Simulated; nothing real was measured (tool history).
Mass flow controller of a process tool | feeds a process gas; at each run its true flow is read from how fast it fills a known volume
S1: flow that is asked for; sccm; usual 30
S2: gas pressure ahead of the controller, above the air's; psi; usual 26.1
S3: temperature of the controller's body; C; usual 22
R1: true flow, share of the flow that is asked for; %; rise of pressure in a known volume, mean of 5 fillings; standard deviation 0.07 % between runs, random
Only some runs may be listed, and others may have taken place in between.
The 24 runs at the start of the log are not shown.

run 25 hour=2594 | S1=40 S2=30 S3=31 | R1=99.16
run 26 hour=2730.6 | S1=40 S2=30 S3=31 | R1=99.21
run 27 hour=2878.5 | S1=40 S2=30 S3=31 | R1=99.1
run 28 hour=2985.2 | S1=46 S2=30 S3=25 | R1=99.1
run 29 hour=3110.3 | S1=46 S2=30 S3=25 | R1=99.1
-- hour=3191.8 gauge calibrated
run 30 hour=3191.8 | S1=46 S2=30 S3=25 | R1=99.72
run 31 hour=3328.3 | S1=24 S2=30 S3=24 | R1=98.37
run 32 hour=3401 | S1=24 S2=30 S3=24 | R1=98.35
run 33 hour=3472.7 | S1=15 S2=29.4 S3=38 | R1=98.81
run 34 hour=3601.2 | S1=15 S2=29.4 S3=38 | R1=98.8
run 35 hour=3667.8 | S1=37 S2=27 S3=31 | R1=99.43
-- hour=3767.1 controller's zero set anew
run 36 hour=3808 | S1=30 S2=27.1 S3=31 | R1=99.11
run 37 hour=3951.8 | S1=30 S2=26.1 S3=38 | R1=99.69
run 38 hour=4088.6 | S1=30 S2=26.1 S3=38 | R1=99.59
run 39 hour=4189.5 | S1=36 S2=22.9 S3=29 | R1=99.12
run 40 hour=4333.3 | S1=36 S2=30.6 S3=26 | R1=98.94
run 41 hour=4423.5 | S1=11 S2=31.5 S3=26 | R1=97.62

Predict each of these 5 candidate next runs independently; none follows another, all start after run 41:
run A hour=4580.8 | S1=26 S2=26.1 S3=22 | R1=?
run B hour=4580.8 | S1=11 S2=36.5 S3=26 | R1=?
run C hour=4580.8 | S1=21 S2=26.1 S3=22 | R1=?
run D hour=4580.8 | S1=30 S2=35.5 S3=22 | R1=?
run E hour=4580.8 | S1=6 S2=26.1 S3=23 | R1=?

run=A R1=98
run=B R1=97.75
run=C R1=97.79
run=D R1=98.43
run=E R1=97.03
With no hidden state in the tool, these same runs would have given:
run=A R1=98.32
run=B R1=98.07
run=C R1=98.11
run=D R1=98.75
run=E R1=97.34
